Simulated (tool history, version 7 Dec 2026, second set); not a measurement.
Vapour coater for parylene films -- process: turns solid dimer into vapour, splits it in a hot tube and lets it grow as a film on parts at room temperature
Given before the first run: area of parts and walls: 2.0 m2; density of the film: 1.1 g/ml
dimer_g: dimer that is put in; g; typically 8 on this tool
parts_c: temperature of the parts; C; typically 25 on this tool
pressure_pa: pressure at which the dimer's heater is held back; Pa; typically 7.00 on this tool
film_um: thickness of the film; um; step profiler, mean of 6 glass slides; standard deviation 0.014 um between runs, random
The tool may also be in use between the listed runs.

{"run": 1, "hour": 0.0, "dimer_g": 8, "parts_c": 25, "pressure_pa": 7.0, "film_um": 1.46}
{"run": 2, "hour": 38.1, "dimer_g": 8, "parts_c": 25, "pressure_pa": 7.0, "film_um": 1.44}
{"run": 3, "hour": 109.5, "dimer_g": 8, "parts_c": 25, "pressure_pa": 7.0, "film_um": 1.4}
{"hour": 132.7, "done": "trap's valve overhauled"}
{"run": 4, "hour": 168.6, "dimer_g": 8, "parts_c": 25, "pressure_pa": 7.0, "film_um": 1.52}
{"run": 5, "hour": 237.2, "dimer_g": 8, "parts_c": 25, "pressure_pa": 7.0, "film_um": 1.52}
{"run": 6, "hour": 295.8, "dimer_g": 8, "parts_c": 25, "pressure_pa": 7.0, "film_um": 1.47}
{"run": 7, "hour": 355.3, "dimer_g": 8, "parts_c": 25, "pressure_pa": 4.95, "film_um": 1.58}
{"run": 8, "hour": 396.0, "dimer_g": 5, "parts_c": 25, "pressure_pa": 7.0, "film_um": 0.89}
{"hour": 432.7, "done": "trap's valve overhauled"}
{"run": 9, "hour": 454.1, "dimer_g": 5, "parts_c": 25, "pressure_pa": 7.0, "film_um": 0.95}
{"hour": 504.4, "done": "table's thermometer calibrated"}
{"run": 10, "hour": 514.8, "dimer_g": 5, "parts_c": 25, "pressure_pa": 7.0, "film_um": 0.94}
{"run": 11, "hour": 559.1, "dimer_g": 10, "parts_c": 25, "pressure_pa": 3.27, "film_um": 2.2}
{"run": 12, "hour": 606.9, "dimer_g": 10, "parts_c": 25, "pressure_pa": 3.27, "film_um": 2.22}
{"run": 13, "hour": 664.2, "dimer_g": 10, "parts_c": 25, "pressure_pa": 4.18, "film_um": 2.03}
{"run": 14, "hour": 701.9, "dimer_g": 8, "parts_c": 24, "pressure_pa": 7.0, "film_um": 1.41}
{"hour": 733.8, "done": "trap's valve overhauled"}
{"run": 15, "hour": 768.7, "dimer_g": 8, "parts_c": 24, "pressure_pa": 7.0, "film_um": 1.55}
{"run": 16, "hour": 816.7, "dimer_g": 7, "parts_c": 24, "pressure_pa": 7.0, "film_um": 1.38}
{"run": 17, "hour": 878.0, "dimer_g": 3, "parts_c": 24, "pressure_pa": 7.0, "film_um": 0.56}
{"run": 18, "hour": 948.2, "dimer_g": 3, "parts_c": 24, "pressure_pa": 7.0, "film_um": 0.55}
{"run": 19, "hour": 1020.8, "dimer_g": 5, "parts_c": 20, "pressure_pa": 7.0, "film_um": 0.98}

Alternative continuations, all from the tool just after run 19; predict every row:
{"hour": 1035.1, "done": "trap's valve overhauled"}
{"run": "A", "hour": 1085.2, "dimer_g": 4, "parts_c": 20, "pressure_pa": 5.72, "film_um": "?"}
{"hour": 1035.1, "done": "trap's valve overhauled"}
{"run": "B", "hour": 1085.2, "dimer_g": 8, "parts_c": 36, "pressure_pa": 7.04, "film_um": "?"}
{"hour": 1035.1, "done": "trap's valve overhauled"}
{"run": "C", "hour": 1085.2, "dimer_g": 5, "parts_c": 30, "pressure_pa": 4.69, "film_um": "?"}

run=A film_um=0.86
run=B film_um=1.22
run=C film_um=0.93
With the hidden condition removed and each run's random variation left untouched, the same runs would have given:
run=A film_um=0.88
run=B film_um=1.23
run=C film_um=0.94
